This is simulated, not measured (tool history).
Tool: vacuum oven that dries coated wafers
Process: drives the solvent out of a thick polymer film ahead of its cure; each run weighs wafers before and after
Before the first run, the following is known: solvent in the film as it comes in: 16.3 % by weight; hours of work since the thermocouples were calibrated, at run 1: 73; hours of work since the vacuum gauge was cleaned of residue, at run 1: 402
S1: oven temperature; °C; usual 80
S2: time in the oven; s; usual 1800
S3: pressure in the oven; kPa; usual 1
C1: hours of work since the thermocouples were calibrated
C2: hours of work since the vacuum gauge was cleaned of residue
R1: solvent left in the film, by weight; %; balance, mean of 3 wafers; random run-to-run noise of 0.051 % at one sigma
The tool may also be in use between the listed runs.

run,hour,S1,S2,S3,C1,C2,R1
1,0,80,1800,1,73,402,1.1
2,31.6,80,1800,1,88,417,1.21
3,54.3,80,1800,1,98,428,1.33
4,83.9,80,1800,1,112,442,1.22
5,122.4,80,1800,1,131,460,1.12
6,142.4,80,1800,1,140,470,1.31
7,176.2,80,1800,1,156,486,1.33
8,201.3,80,1020,1,168,498,3.06
9,226.9,78,1020,1,181,510,3.43
10,265.8,80,1800,1,199,529,1.23
11,285.8,80,1800,1,209,538,1.29
12,307.1,80,1800,1,219,548,1.37
13,343.1,80,1800,2.27,236,565,1.84
14,366.4,80,960,1,247,577,3.4
15,392.9,80,960,1,260,589,3.42
16,429.2,80,960,1,277,606,3.36
17,457.4,80,960,1,290,620,3.44
18,486,80,960,1.05,304,634,3.44
19,504.7,80,1800,1,313,642,1.3
20,533,80,1800,1,326,656,1.38
21,549.3,80,1800,1,334,664,1.34
22,576.3,80,1800,1,347,677,1.35
23,607.7,80,1800,1,362,691,1.37
24,638.6,80,1800,1,377,706,1.31
25,672.9,68,1560,3.15,393,723,5.36
26,696.5,68,1200,0.75,404,734,5.21
27,732.1,94,1380,1,421,751,0.54
28,757.8,94,1380,1,434,763,0.58
29,780.6,80,2040,1,444,774,1.1
30,800,91,1800,1.9,454,783,0.85
31,827.9,68,1680,1.84,467,796,4.37
32,862.2,88,900,2.62,483,813,2.68
33,882.8,80,2340,1.35,493,823,1.06
34,914.5,70,1800,1.33,508,838,3.31
35,948.1,91,2400,1.97,524,854,0.75
36,969.8,91,2400,2.11,535,864,0.83
37,1005.6,87,1800,1,552,881,0.79
38,1039.8,87,1560,1.01,568,897,1
39,1069.8,80,1020,0.95,582,912,3.25
40,1094.7,80,960,1,594,923,3.58
41,1130.9,80,1800,1.4,611,941,1.57
42,1162.4,80,1800,1.4,626,956,1.71
43,1183,83,2580,1,636,966,0.74
44,1214.8,84,2580,3.33,651,981,1.5
45,1231.8,82,2460,2.37,659,989,1.36
46,1260.8,71,1800,1.05,673,1003,3.06
47,1279.1,71,1800,1.05,682,1011,3.04

4 ways to go on from here, each from the tool as it stands after run 47. What would each give?
A,1307.3,79,1200,1.8,695,1025,?
B,1307.3,87,2520,1.05,695,1025,?
C,1307.3,93,1200,1,695,1025,?
D,1307.3,79,1500,1,695,1025,?

run,R1
A,3.21
B,0.64
C,0.78
D,2.09
Without the tool's unlogged condition, the same runs would have read:
run,R1
A,2.86
B,0.47
C,0.6
D,1.77

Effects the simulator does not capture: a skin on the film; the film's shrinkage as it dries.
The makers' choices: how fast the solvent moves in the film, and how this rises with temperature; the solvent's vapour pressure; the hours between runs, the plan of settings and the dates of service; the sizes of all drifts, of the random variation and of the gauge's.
